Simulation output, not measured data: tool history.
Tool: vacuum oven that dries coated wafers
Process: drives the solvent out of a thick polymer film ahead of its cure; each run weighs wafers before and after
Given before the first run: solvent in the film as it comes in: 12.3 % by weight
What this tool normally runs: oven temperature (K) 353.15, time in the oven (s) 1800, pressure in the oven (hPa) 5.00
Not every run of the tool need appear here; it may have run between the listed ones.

run   hour  oven temperature (K)  time in the oven (s)  pressure in the oven (hPa)  solvent left in the film (%)
  1    0.0                353.15                  1800                        5.00                          1.32
  2   15.7                353.15                  1800                        5.00                          1.40
  3   30.3                353.15                  1800                        5.00                          1.37
  4   47.7                353.15                  1800                        5.00                          1.42
  5   56.5                353.15                  1380                        5.00                          2.05
  6   66.5                353.15                  1380                        5.00                          2.03
  7   85.4                353.15                  1380                        5.00                          1.96
  8  103.8                353.15                  1380                        5.00                          1.97
  9  121.6                353.15                  1380                        5.00                          2.05
 10  140.4                346.15                  2820                       19.41                          2.99
 11  157.4                348.15                  1860                       17.32                          3.14
 12  170.6                348.15                  1860                       17.32                          3.26
 13  179.0                348.15                  1860                       17.32                          3.15
 14  192.1                348.15                  1860                       17.32                          3.26
 15  209.3                368.15                  1800                        5.00                          0.32
 16  228.4                363.15                  1320                        3.57                          0.72
 17  244.0                363.15                  1320                        3.57                          0.82
 18  258.8                346.15                  1260                        3.08                          3.36

Measured result minus the same run's result without the hidden state. Both carry the same run-to-run variation, though not necessarily the same gauge scatter:
Unlogged tool condition in this case: true wafer temperature over the reading, C; true pressure over the reading, kPa; drift of the gauge itself on solvent_pct, %.
run  solvent left in the film (%)
  1                         +0.03
  2                         +0.03
  3                         +0.03
  4                         +0.04
  5                         -0.01
  6                         +0.00
  7                         -0.01
  8                         -0.01
  9                         -0.01
 10                         +0.04
 11                         -0.01
 12                         -0.01
 13                         -0.02
 14                         -0.01
 15                         +0.08
 16                         +0.04
 17                         +0.04
 18                         -0.04
